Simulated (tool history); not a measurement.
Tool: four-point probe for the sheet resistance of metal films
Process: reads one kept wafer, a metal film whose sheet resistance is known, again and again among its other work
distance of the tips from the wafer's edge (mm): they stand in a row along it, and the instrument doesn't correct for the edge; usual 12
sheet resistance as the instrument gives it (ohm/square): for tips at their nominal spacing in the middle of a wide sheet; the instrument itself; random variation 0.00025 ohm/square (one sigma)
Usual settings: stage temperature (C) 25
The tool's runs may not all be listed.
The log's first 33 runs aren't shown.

| run | hour | stage temperature (C) | distance of the tips from the wafer's edge (mm) | touches since the probe head was changed | hours of work since the stage's thermometer was calibrated | sheet resistance as the instrument gives it (ohm/square) |
|---|---|---|---|---|---|---|
| 34 | 442.1 | 24 | 8 | 54709 | 38 | 1.257343 |
| 35 | 459.4 | 32 | 63 | 55580 | 51 | 1.23434 |
| 36 | 476.3 | 33 | 12 | 56430 | 65 | 1.240855 |
| 37 | 494.5 | 19 | 43 | 57347 | 79 | 1.247029 |
| 38 | 511.6 | 19 | 43 | 58206 | 92 | 1.246781 |
| 39 | 523.1 | 21 | 43 | 58786 | 101 | 1.244279 |
| 40 | 540.3 | 33 | 9 | 59654 | 115 | 1.247395 |
| 41 | 556.1 | 24 | 6 | 60447 | 127 | 1.270922 |
| 42 | 569.9 | 18 | 13 | 61141 | 138 | 1.254413 |
| 43 | 587.8 | 25 | 10 | 62043 | 152 | 1.252296 |
| 44 | 600.7 | 25 | 7 | 62695 | 162 | 1.263392 |

4 ways to go on from here, each from the tool as it stands after run 44. What would each give?
| A | 609.2 | 33 | 12 | 63123 | 169 | ? |
| B | 609.2 | 28 | 7 | 63123 | 169 | ? |
| C | 609.2 | 28 | 12 | 63123 | 169 | ? |
| D | 609.2 | 22 | 8 | 63123 | 169 | ? |

| run | sheet resistance as the instrument gives it (ohm/square) |
|---|---|
| A | 1.241555 |
| B | 1.260284 |
| C | 1.246 |
| D | 1.260921 |
Without the tool's hidden state the same runs would have given:
| run | sheet resistance as the instrument gives it (ohm/square) |
|---|---|
| A | 1.234058 |
| B | 1.252677 |
| C | 1.238473 |
| D | 1.253303 |

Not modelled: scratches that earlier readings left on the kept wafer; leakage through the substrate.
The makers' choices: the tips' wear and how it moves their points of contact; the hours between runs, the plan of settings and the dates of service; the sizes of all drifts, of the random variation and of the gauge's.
